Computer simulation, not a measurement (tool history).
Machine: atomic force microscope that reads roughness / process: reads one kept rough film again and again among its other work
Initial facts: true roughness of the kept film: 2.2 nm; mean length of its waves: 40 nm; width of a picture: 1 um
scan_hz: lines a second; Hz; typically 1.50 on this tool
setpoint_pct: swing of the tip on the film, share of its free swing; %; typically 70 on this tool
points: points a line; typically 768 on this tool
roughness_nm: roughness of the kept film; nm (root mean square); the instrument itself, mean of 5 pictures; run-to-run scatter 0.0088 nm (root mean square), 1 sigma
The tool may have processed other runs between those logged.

run	day	scan_hz	setpoint_pct	points	roughness_nm
1	0.000	1.50	70	768	1.964
2	0.396	1.50	70	869	1.961
3	0.862	1.50	70	566	1.957
4	1.458	1.50	70	566	1.955
# day 1.525: new tip fitted
5	1.912	1.50	70	566	1.979
6	2.383	1.50	70	812	1.976
7	2.896	1.50	57	812	2.051
8	3.329	1.50	70	768	1.952
9	3.908	0.81	70	937	2.011
10	4.362	0.88	70	706	2.008
11	4.979	0.68	70	768	2.032
# day 5.300: new tip fitted
12	5.508	2.10	56	417	2.007
13	6.038	3.51	62	474	1.913
14	6.650	2.07	62	985	2.004
15	7.171	3.34	87	633	1.572

Pick out some run-to-run changes in roughness_nm. Of each, how much would a tool without hidden state show as well, from the settings, what came in and chance, and how much is left for the hidden state and any gauge scatter not in both results compared?
The hidden state here: radius of the tip, nm; height scale over the true one, %; drift of the gauge itself on roughness_nm, %.
Run 11 -> 12: scan_hz 0.68 -> 2.10, setpoint_pct 70 -> 56, points 768 -> 417, new tip fitted. roughness_nm -0.025 nm (root mean square): hidden state +0.010, all else -0.035.
Run 14 -> 15: scan_hz 2.07 -> 3.34, setpoint_pct 62 -> 87, points 985 -> 633. roughness_nm -0.432 nm (root mean square): hidden state +0.000, all else -0.432.
